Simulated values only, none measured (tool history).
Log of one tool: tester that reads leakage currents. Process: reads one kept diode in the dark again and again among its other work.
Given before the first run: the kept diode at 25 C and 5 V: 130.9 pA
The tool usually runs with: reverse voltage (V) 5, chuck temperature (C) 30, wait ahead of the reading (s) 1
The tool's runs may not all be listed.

run,hour,reverse voltage (V),chuck temperature (C),wait ahead of the reading (s),current that the tester gives (pA)
1,0,5,30,1,203.57
2,36.5,5,30,1,203.03
3,56.6,5,30,0.76,203.51
4,93.1,5,30,0.76,202.64
5,110.6,5,30,1,203.64
6,130.3,5,30,0.79,202.43
7,162.8,15.53,30,1,376.16
8,189,15.53,30,1,376.38
9,217.7,15.53,30,1,376.34
10,242,15.53,52,1,2143.97
11,263.3,2.83,43,1,432.18
12,291,2.83,48,0.51,633.15
13,326.7,5.31,48,0.8,890.86
14,359.1,5.31,48,0.8,889.46
15,377.7,5,23,1,110.26
16,413,3.53,23,1.03,91.41
17,447.6,7.59,35,6.66,385.89
18,478.3,1.62,35,6.66,166.55

Here are 4 independent what-if runs from the current tool condition. What would each one return?
A,508.1,5.48,25,2.27,?
B,508.1,5,30,0.65,?
C,508.1,8.66,30,2.65,?
D,508.1,5,27,1,?

run,current that the tester gives (pA)
A,138.47
B,202.82
C,273.61
D,156.91
Stripped of hidden state, with their random variation kept, the same runs would have yielded:
run,current that the tester gives (pA)
A,138.29
B,202.64
C,273.32
D,156.74
